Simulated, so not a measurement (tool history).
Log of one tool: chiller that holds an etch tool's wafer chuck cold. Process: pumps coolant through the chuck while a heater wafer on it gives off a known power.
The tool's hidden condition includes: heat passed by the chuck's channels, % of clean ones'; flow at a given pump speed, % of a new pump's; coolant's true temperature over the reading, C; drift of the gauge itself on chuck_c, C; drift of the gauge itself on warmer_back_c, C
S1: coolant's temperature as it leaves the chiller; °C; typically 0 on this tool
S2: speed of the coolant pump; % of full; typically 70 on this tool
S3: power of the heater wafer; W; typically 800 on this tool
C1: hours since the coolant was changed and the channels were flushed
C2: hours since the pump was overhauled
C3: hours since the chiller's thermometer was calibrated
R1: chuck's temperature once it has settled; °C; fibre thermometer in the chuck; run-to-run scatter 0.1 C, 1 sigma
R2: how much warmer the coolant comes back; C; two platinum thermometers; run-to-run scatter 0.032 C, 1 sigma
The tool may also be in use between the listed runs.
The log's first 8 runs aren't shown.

run     day  S1  S2    S3    C1    C2    C3    R1    R2
  9   9.962   0  70   405   891  1955   891   4.5   2.1
 10  10.717   0  70   405   910  1974   910   4.5  2.15
 11  12.146   0  71   800   944  2008   944   8.5  4.07
 12  13.333   0  71   800   972  2036   972   8.5  4.14
 13  14.592   0  71   800  1003  2067  1003   8.5  4.12
 14  15.421   0  70   800  1022  2086  1022   8.6  4.24
 15  17.121   0  70   504  1063  2127  1063   5.7  2.67
 16  18.829   0  70   504  1104  2168  1104   5.4  2.62
 17    20.6   0  70  1008  1147  2211  1147    11  5.29
 18  21.875   0  70   800  1177  2241  1177   8.7  4.16
 19  23.196   3  62   897  1209  2273  1209    14  5.42
 20  24.504  -1  60   468  1240  2305  1240   5.1  2.97
 21   26.35  -1  60   468  1285  2349  1285   5.2  2.94
 22  27.712  -1  60   468  1317  2381  1317   5.1  2.94
 23  29.225  -1  86   988  1354  2418  1354   7.6  4.08
 24  30.104  -1  86   988  1375  2439  1375   7.7  4.05
 25  31.092   9  88   771  1398  2463  1398  15.5  3.11
 26  31.942   8  70   800  1419  2483  1419  16.9  4.23
 27    32.9  10  87   594  1442  2506  1442  15.2  2.47
 28  34.704   0  70  1138  1485  2549  1485  12.6  6.02
 29  36.075  -8  91   459  1518  2582  1518    -4  1.82
 30  37.933   8  70   652  1563  2627  1563  15.3  3.48
 31  39.067   8  84   786  1590  2654  1590  15.2  3.42

Forecast each of these 3 alternatives for the next run:
  A  40.254   0  70  800  1618  2682  1618   ?   ?
  B  40.254   0  61  509  1618  2682  1618   ?   ?
  C  40.254   6  70  545  1618  2682  1618   ?   ?

run    R1    R2
  A     9  4.24
  B   6.6  3.15
  C  12.1  2.89
What these runs would have given with no unlogged condition in the tool:
run    R1    R2
  A   8.2  4.02
  B     6  2.99
  C  11.5  2.74
